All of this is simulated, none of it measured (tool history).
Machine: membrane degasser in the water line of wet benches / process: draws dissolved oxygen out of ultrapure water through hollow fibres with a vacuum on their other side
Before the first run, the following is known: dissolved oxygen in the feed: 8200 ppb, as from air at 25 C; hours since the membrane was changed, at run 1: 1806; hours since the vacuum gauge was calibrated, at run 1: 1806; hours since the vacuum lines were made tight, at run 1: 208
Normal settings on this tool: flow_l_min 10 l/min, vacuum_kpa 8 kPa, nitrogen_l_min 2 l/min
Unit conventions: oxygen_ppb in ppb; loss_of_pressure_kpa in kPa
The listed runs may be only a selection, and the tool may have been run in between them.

run,hour,flow_l_min,vacuum_kpa,nitrogen_l_min,hours since the membrane was changed,hours since the vacuum gauge was calibrated,hours since the vacuum lines were made tight,oxygen_ppb,loss_of_pressure_kpa
1,0,10,8,2,1806,1806,208,216.4,33.93
2,237.7,10,8,2,2044,2044,446,207.4,33.48
3,404.9,10,8,2.71,2211,2211,613,201,33.44
4,583.4,10,8,2.71,2389,2389,792,195.3,33.26
5,833.5,10,8,2.71,2640,2640,1042,198.1,33.31
6,974.3,10,10.92,2.71,2780,2780,1183,224.2,33.46
7,1077,10,10.92,2.71,2883,2883,1285,224.6,33.46
8,1303.1,10,10.92,2.71,3109,3109,1511,223,33.32
9,1453.6,10,10.92,2.71,3260,3260,1662,223.9,33.35
# hour 1606.6: vacuum gauge calibrated
10,1665.2,10,8,2,3471,59,1873,211.3,33.47
11,1855.9,10,8,2,3661,249,2064,213.3,33.31
12,2086.6,10,8,2,3892,480,2294,214.4,33.47
13,2336.3,10,8,2,4142,730,2544,208.9,33.74
14,2507.5,10,8,2,4313,901,2715,210.6,33.47
15,2656.4,10,8,2,4462,1050,2864,213.4,33.54
16,2759.7,10,8,2,4565,1153,2968,211.7,33.31
17,2863.6,10,8,0.89,4669,1257,3071,279.8,32.77
18,3073.8,10,16.22,5.15,4879,1467,3282,215.1,32.97
19,3230.7,10,16.22,5.15,5036,1624,3439,211.7,33.13
20,3386.1,10,16.22,5.15,5192,1780,3594,215.7,33.19
21,3548.5,10,16.22,5.15,5354,1942,3756,214.5,33.31
22,3762.2,15,12.11,4.19,5568,2156,3970,561.1,49.55
23,3954.8,10,8,1.4,5760,2348,4163,235.9,33.05
24,4170.4,10,8,1.4,5976,2564,4378,233.2,32.85
25,4308.9,6,6.85,2,6114,2702,4517,45.5,20.02
26,4523.3,6,6.85,2,6329,2917,4731,46.9,19.58
27,4664.5,7,12.39,2,6470,3058,4872,118.2,23.06
28,4790.5,7,16.19,2,6596,3184,4998,149.4,23.14
29,5000.3,7,16.19,2,6806,3394,5208,148,23.07
# hour 5021.9: vacuum gauge calibrated
30,5174.6,8,11.94,2,6980,153,5382,154,26.14
# hour 5374.6: gauge calibrated
31,5398.9,7,17.77,3.76,7204,377,5606,103.7,23.62
32,5619.8,7,17.77,3.76,7425,598,5827,107.8,23.45
# hour 5842.8: seals of the vacuum lines changed
33,5857.2,7,17.77,3.76,7660,833,14,106.1,23.68

Below are 3 alternative next runs, each starting from the tool's condition after run 33. Predict each:
A,6054.5,11,17.77,3.76,7858,1031,212,?,?
B,6054.5,7,7.65,5.49,7858,1031,212,?,?
C,6054.5,12,8,1.76,7858,1031,212,?,?

run,oxygen_ppb,loss_of_pressure_kpa
A,316.4,36.92
B,54.1,23.39
C,346.6,40.17
Without the tool's hidden state the same runs would have given:
run,oxygen_ppb,loss_of_pressure_kpa
A,315.4,37
B,53.8,23.44
C,345.4,40.26

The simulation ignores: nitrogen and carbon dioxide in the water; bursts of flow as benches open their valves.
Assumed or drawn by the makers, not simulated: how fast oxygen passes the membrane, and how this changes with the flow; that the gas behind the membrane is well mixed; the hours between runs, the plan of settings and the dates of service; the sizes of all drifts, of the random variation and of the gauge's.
